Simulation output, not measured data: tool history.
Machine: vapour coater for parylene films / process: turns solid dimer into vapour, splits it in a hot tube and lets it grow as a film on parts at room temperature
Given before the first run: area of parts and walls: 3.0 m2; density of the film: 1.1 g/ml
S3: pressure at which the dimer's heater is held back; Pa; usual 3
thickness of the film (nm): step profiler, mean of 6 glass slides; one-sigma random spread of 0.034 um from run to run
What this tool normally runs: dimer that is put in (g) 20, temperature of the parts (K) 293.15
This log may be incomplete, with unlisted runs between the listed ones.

Run 1, hour 0: usual settings. Result: thickness of the film (nm) 4270.
Run 2, hour 11.2: usual settings but dimer that is put in (g) 25. Result: thickness of the film (nm) 5300.
Run 3, hour 33.2: usual settings but dimer that is put in (g) 25. Result: thickness of the film (nm) 5270.
Run 4, hour 48.8: usual settings but dimer that is put in (g) 13. Result: thickness of the film (nm) 2750.
Run 5, hour 67.5: usual settings but dimer that is put in (g) 29. Result: thickness of the film (nm) 6170.
Run 6, hour 87: usual settings but dimer that is put in (g) 29. Result: thickness of the film (nm) 6090.
Run 7, hour 99: usual settings but dimer that is put in (g) 29. Result: thickness of the film (nm) 6090.
Run 8, hour 122.5: usual settings but dimer that is put in (g) 29. Result: thickness of the film (nm) 6110.
Run 9, hour 141.1: usual settings but dimer that is put in (g) 29. Result: thickness of the film (nm) 6070.
Run 10, hour 159.5: usual settings but dimer that is put in (g) 19. Result: thickness of the film (nm) 3960.
Run 11, hour 177.9: usual settings. Result: thickness of the film (nm) 4140.
Run 12, hour 189: usual settings. Result: thickness of the film (nm) 4200.
Run 13, hour 200.5: usual settings. Result: thickness of the film (nm) 4190.
Run 14, hour 213.5: usual settings. Result: thickness of the film (nm) 4240.
Run 15, hour 234: usual settings. Result: thickness of the film (nm) 4220.
Run 16, hour 250.2: usual settings. Result: thickness of the film (nm) 4210.
Run 17, hour 271.1: usual settings. Result: thickness of the film (nm) 4240.
Run 18, hour 292.4: usual settings. Result: thickness of the film (nm) 4150.
Run 19, hour 316.4: usual settings. Result: thickness of the film (nm) 4220.
Run 20, hour 338.7: usual settings but S3 3.32 Pa. Result: thickness of the film (nm) 4130.
Run 21, hour 353.4: usual settings but dimer that is put in (g) 24. Result: thickness of the film (nm) 5020.
At hour 369.9: trap's valve overhauled.
Run 22, hour 377.7: usual settings but S3 6.22 Pa. Result: thickness of the film (nm) 4190.

The next listed run, before its measurement:
Run 23, hour 390.9: usual settings but S3 6.22 Pa. Result: thickness of the film (nm) ?.

thickness of the film (nm): 4180
The same run, on a tool lacking any hidden state, would have yielded thickness of the film (nm) 4190.
